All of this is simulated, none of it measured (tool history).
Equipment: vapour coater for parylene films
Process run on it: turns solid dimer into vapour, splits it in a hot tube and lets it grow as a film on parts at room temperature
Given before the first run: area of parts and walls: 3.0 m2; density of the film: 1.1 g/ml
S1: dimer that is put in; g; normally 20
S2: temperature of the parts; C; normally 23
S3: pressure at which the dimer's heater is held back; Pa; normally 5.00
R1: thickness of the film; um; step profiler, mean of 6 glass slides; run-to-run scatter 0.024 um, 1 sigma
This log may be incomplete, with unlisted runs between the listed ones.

run	hour	S1	S2	S3	R1
1	0.0	20	23	5.00	3.36
2	25.2	20	23	2.73	3.63
3	47.0	20	23	2.73	3.59
4	62.3	20	23	2.73	3.63
# hour 77.6: trap's valve overhauled
5	79.8	20	23	6.35	3.32
6	101.7	20	23	5.00	3.44
7	116.8	20	23	5.00	3.46
8	135.3	11	23	5.00	1.86
9	157.3	11	23	5.00	1.90
10	176.4	11	23	5.00	1.86
11	188.6	11	29	5.00	1.41
12	206.2	11	25	5.00	1.69
13	228.1	11	25	5.00	1.70
14	248.1	26	18	2.14	6.10
15	264.3	18	33	7.52	1.84
16	289.6	18	33	7.52	1.83
17	304.2	25	20	2.36	5.25
18	323.4	8	23	4.41	1.39

Below are 3 alternative next runs, each starting from the tool's condition after run 18. Predict each:
A	343.6	8	23	7.58	?
B	343.6	14	23	5.00	?
C	343.6	10	23	4.41	?

run	R1
A	1.30
B	2.42
C	1.73
Take away the tool's hidden state, keep each run's random variation, and the runs would have read:
run	R1
A	1.30
B	2.42
C	1.73
